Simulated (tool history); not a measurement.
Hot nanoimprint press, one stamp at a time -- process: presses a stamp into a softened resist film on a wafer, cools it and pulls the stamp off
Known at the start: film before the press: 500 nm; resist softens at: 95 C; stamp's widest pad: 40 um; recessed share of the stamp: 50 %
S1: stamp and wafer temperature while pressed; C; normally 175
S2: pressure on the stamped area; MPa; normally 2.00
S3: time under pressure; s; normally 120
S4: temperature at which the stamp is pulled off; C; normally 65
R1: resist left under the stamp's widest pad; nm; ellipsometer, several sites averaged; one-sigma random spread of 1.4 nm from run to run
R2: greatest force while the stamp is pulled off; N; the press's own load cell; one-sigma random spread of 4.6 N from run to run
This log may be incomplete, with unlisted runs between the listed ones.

| run | hour | S1 | S2 | S3 | S4 | R1 | R2 |
|---|---|---|---|---|---|---|---|
| 1 | 0.0 | 175 | 2.00 | 120 | 65 | 208.2 | 280 |
| 2 | 84.7 | 183 | 2.00 | 120 | 65 | 159.0 | 299 |
|  | 144.6 | plate thermocouple calibrated |
| 3 | 168.1 | 183 | 2.00 | 89 | 65 | 188.6 | 313 |
|  | 215.0 | stamp cleaned and given a new release coat |
| 4 | 252.3 | 183 | 2.00 | 89 | 65 | 190.1 | 220 |
| 5 | 291.2 | 183 | 2.00 | 89 | 65 | 188.5 | 229 |
| 6 | 346.3 | 175 | 2.00 | 120 | 65 | 215.3 | 239 |
| 7 | 400.3 | 175 | 2.00 | 120 | 65 | 216.9 | 263 |
| 8 | 445.4 | 175 | 2.28 | 120 | 65 | 205.7 | 258 |
| 9 | 490.6 | 175 | 2.28 | 120 | 65 | 201.9 | 276 |
| 10 | 558.1 | 178 | 2.00 | 120 | 65 | 194.8 | 290 |
| 11 | 634.4 | 175 | 2.00 | 120 | 65 | 214.5 | 316 |
|  | 676.7 | press's hydraulic seals changed and the load cell set to zero |
| 12 | 702.7 | 175 | 2.00 | 203 | 65 | 175.1 | 316 |
|  | 728.4 | stamp cleaned and given a new release coat |
| 13 | 799.2 | 175 | 2.00 | 203 | 63 | 171.2 | 239 |
| 14 | 844.6 | 175 | 2.00 | 203 | 63 | 169.1 | 239 |
|  | 887.7 | plate thermocouple calibrated |
| 15 | 908.7 | 180 | 2.65 | 121 | 53 | 160.9 | 364 |
| 16 | 972.7 | 180 | 2.65 | 121 | 53 | 158.7 | 360 |
| 17 | 1054.3 | 180 | 2.65 | 121 | 53 | 157.7 | 392 |
| 18 | 1103.2 | 180 | 2.21 | 121 | 54 | 174.9 | 403 |
| 19 | 1145.5 | 168 | 2.77 | 73 | 56 | 282.7 | 401 |
| 20 | 1230.4 | 168 | 2.77 | 73 | 56 | 284.9 | 414 |
|  | 1245.0 | stamp cleaned and given a new release coat |
| 21 | 1302.8 | 178 | 2.08 | 73 | 56 | 226.1 | 275 |
| 22 | 1363.1 | 178 | 2.08 | 73 | 56 | 227.1 | 305 |
| 23 | 1441.6 | 178 | 2.08 | 73 | 56 | 225.9 | 318 |
| 24 | 1491.4 | 178 | 2.08 | 73 | 56 | 226.2 | 342 |
| 25 | 1536.8 | 178 | 2.08 | 73 | 56 | 225.9 | 359 |
|  | 1613.1 | plate thermocouple calibrated |
| 26 | 1613.1 | 176 | 2.00 | 222 | 65 | 169.4 | 301 |
|  | 1659.3 | press's hydraulic seals changed and the load cell set to zero |
| 27 | 1665.1 | 180 | 2.45 | 168 | 50 | 143.7 | 468 |
| 28 | 1736.9 | 166 | 1.24 | 137 | 57 | 336.0 | 404 |

Consider 3 possible next runs. They are alternatives, not a sequence: every one starts from the tool as it was left by run 28. What does each give?
|  | 1763.0 | stamp cleaned and given a new release coat |
| A | 1807.0 | 172 | 1.80 | 120 | 63 | ? | ? |
|  | 1763.0 | stamp cleaned and given a new release coat |
| B | 1807.0 | 181 | 1.24 | 137 | 63 | ? | ? |
|  | 1763.0 | stamp cleaned and given a new release coat |
| C | 1807.0 | 175 | 2.00 | 120 | 59 | ? | ? |

| run | R1 | R2 |
|---|---|---|
| A | 251.0 | 241 |
| B | 210.5 | 239 |
| C | 216.5 | 270 |
Without the tool's unlogged condition, the same runs would have read:
| run | R1 | R2 |
|---|---|---|
| A | 256.4 | 235 |
| B | 214.7 | 232 |
| C | 221.3 | 262 |
